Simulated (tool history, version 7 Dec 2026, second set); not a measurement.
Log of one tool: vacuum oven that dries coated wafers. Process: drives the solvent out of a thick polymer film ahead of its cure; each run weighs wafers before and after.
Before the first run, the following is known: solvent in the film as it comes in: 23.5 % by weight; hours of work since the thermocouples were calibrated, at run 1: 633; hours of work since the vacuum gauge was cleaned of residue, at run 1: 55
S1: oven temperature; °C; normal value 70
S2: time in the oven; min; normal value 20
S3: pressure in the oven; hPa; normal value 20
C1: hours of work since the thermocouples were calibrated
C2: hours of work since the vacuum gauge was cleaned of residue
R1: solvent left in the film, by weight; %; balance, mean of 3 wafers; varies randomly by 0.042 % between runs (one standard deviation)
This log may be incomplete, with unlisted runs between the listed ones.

Run 1, hour 0: usual settings; C1 633; C2 55. Result: R1 5.55 %.
Run 2, hour 12.8: usual settings but S1 57 °C; C1 641; C2 63. Result: R1 11.26 %.
Run 3, hour 23.1: usual settings but S3 18.6 hPa; C1 647; C2 69. Result: R1 5.56 %.
Run 4, hour 32.5: usual settings; C1 653; C2 75. Result: R1 5.65 %.
Run 5, hour 43.9: usual settings but S3 48.2 hPa; C1 660; C2 82. Result: R1 8.18 %.
Run 6, hour 57.2: usual settings but S3 48.2 hPa; C1 669; C2 91. Result: R1 8.24 %.
Run 7, hour 64.7: usual settings but S3 48.2 hPa; C1 673; C2 95. Result: R1 8.17 %.
Run 8, hour 71.3: usual settings but S3 48.2 hPa; C1 677; C2 99. Result: R1 8.33 %.
Run 9, hour 85.6: usual settings; C1 686; C2 108. Result: R1 5.77 %.
Run 10, hour 98.9: usual settings; C1 695; C2 117. Result: R1 5.73 %.
Run 11, hour 107.4: usual settings; C1 700; C2 122. Result: R1 5.73 %.
Run 12, hour 115.5: usual settings but S2 26 min; C1 705; C2 127. Result: R1 4.35 %.
Run 13, hour 125.9: usual settings but S2 26 min; C1 712; C2 134. Result: R1 4.33 %.
Run 14, hour 133.7: usual settings but S2 26 min; C1 717; C2 139. Result: R1 4.36 %.
Run 15, hour 145.4: usual settings but S2 26 min; C1 724; C2 146. Result: R1 4.29 %.
Run 16, hour 155.3: usual settings but S1 71 °C, S2 26 min; C1 730; C2 152. Result: R1 4.05 %.
Run 17, hour 163: usual settings but S3 12.3 hPa; C1 735; C2 157. Result: R1 5.05 %.
At hour 165.1: vacuum gauge cleaned of residue and calibrated.
Run 18, hour 177.1: usual settings but S3 12.3 hPa; C1 743; C2 8. Result: R1 5 %.
Run 19, hour 189.9: usual settings but S1 66 °C, S3 14.2 hPa; C1 751; C2 16. Result: R1 6.83 %.
Run 20, hour 200.2: usual settings but S1 72 °C, S2 10 min, S3 14.2 hPa; C1 757; C2 22. Result: R1 8.94 %.

For run 21, what comes out?
Run 21, hour 208.1: usual settings but S1 58 °C, S2 16 min, S3 44.4 hPa; C1 762; C2 27. Result: R1 ?.

R1: 14.63 %
Had the tool carried no hidden state, the very same run would have given R1 14.43 %.

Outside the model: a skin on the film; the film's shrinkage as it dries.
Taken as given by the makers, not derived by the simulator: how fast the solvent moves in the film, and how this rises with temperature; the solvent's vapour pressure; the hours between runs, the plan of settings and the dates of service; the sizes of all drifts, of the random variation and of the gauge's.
